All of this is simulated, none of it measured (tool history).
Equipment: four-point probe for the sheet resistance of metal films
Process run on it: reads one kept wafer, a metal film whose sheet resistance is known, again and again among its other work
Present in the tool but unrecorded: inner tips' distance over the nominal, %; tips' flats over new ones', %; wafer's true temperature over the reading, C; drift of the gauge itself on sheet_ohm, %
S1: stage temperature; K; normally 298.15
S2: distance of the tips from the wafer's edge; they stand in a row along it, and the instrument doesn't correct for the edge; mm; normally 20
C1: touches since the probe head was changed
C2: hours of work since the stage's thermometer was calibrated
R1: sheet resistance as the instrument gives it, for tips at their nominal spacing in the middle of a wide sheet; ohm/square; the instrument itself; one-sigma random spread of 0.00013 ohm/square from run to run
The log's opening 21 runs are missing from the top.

{"run": 22, "day": 39.658, "S1": 298.15, "S2": 4, "C1": 49941, "C2": 1742, "R1": 0.695935}
{"run": 23, "day": 40.962, "S1": 292.15, "S2": 8, "C1": 50480, "C2": 1757, "R1": 0.677544}
{"run": 24, "day": 42.529, "S1": 295.15, "S2": 17, "C1": 51128, "C2": 1776, "R1": 0.674359}
{"run": 25, "day": 44.533, "S1": 297.15, "S2": 16, "C1": 51958, "C2": 1799, "R1": 0.675018}
{"run": 26, "day": 46.588, "S1": 294.15, "S2": 14, "C1": 52806, "C2": 1823, "R1": 0.674393}
{"run": 27, "day": 48.271, "S1": 294.15, "S2": 4, "C1": 53502, "C2": 1843, "R1": 0.694205}
{"run": 28, "day": 50.779, "S1": 294.15, "S2": 4, "C1": 54539, "C2": 1872, "R1": 0.694568}
{"run": 29, "day": 52.788, "S1": 303.15, "S2": 11, "C1": 55370, "C2": 1896, "R1": 0.678276}
{"run": 30, "day": 53.875, "S1": 308.15, "S2": 45, "C1": 55819, "C2": 1909, "R1": 0.676969}
{"run": 31, "day": 55.417, "S1": 292.15, "S2": 45, "C1": 56457, "C2": 1927, "R1": 0.672128}
{"run": 32, "day": 57.867, "S1": 303.15, "S2": 25, "C1": 57471, "C2": 1956, "R1": 0.676093}
{"run": 33, "day": 60.138, "S1": 303.15, "S2": 25, "C1": 58409, "C2": 1982, "R1": 0.675792}
{"run": 34, "day": 61.729, "S1": 303.15, "S2": 25, "C1": 59067, "C2": 2001, "R1": 0.676144}
{"run": 35, "day": 62.975, "S1": 303.15, "S2": 5, "C1": 59582, "C2": 2016, "R1": 0.689749}
{"run": 36, "day": 64.825, "S1": 294.15, "S2": 7, "C1": 60346, "C2": 2037, "R1": 0.679823}
{"run": 37, "day": 66.271, "S1": 295.15, "S2": 13, "C1": 60945, "C2": 2054, "R1": 0.674883}
{"run": 38, "day": 68.6, "S1": 295.15, "S2": 13, "C1": 61907, "C2": 2082, "R1": 0.675208}
{"run": 39, "day": 71.083, "S1": 298.15, "S2": 7, "C1": 62934, "C2": 2111, "R1": 0.681327}
{"run": 40, "day": 72.254, "S1": 301.15, "S2": 19, "C1": 63418, "C2": 2125, "R1": 0.675962}
{"run": 41, "day": 74.133, "S1": 300.15, "S2": 44, "C1": 64196, "C2": 2147, "R1": 0.674824}
{"run": 42, "day": 76.471, "S1": 295.15, "S2": 13, "C1": 65161, "C2": 2174, "R1": 0.675028}
{"run": 43, "day": 78.096, "S1": 295.15, "S2": 13, "C1": 65834, "C2": 2193, "R1": 0.674837}

Each row is a separate what-if for the run after 43, all from the same tool condition, not one after another. Results?
{"run": "A", "day": 79.329, "S1": 306.15, "S2": 13, "C1": 66343, "C2": 2208, "R1": "?"}
{"run": "B", "day": 79.329, "S1": 298.15, "S2": 57, "C1": 66343, "C2": 2208, "R1": "?"}
{"run": "C", "day": 79.329, "S1": 292.15, "S2": 4, "C1": 66343, "C2": 2208, "R1": "?"}
{"run": "D", "day": 79.329, "S1": 301.15, "S2": 5, "C1": 66343, "C2": 2208, "R1": "?"}
{"run": "E", "day": 79.329, "S1": 298.15, "S2": 3, "C1": 66343, "C2": 2208, "R1": "?"}

run=A R1=0.678366
run=B R1=0.674127
run=C R1=0.693881
run=D R1=0.6889
run=E R1=0.711857
With no hidden state in the tool, these same runs would have given:
run=A R1=0.67841
run=B R1=0.674171
run=C R1=0.693926
run=D R1=0.688944
run=E R1=0.711903

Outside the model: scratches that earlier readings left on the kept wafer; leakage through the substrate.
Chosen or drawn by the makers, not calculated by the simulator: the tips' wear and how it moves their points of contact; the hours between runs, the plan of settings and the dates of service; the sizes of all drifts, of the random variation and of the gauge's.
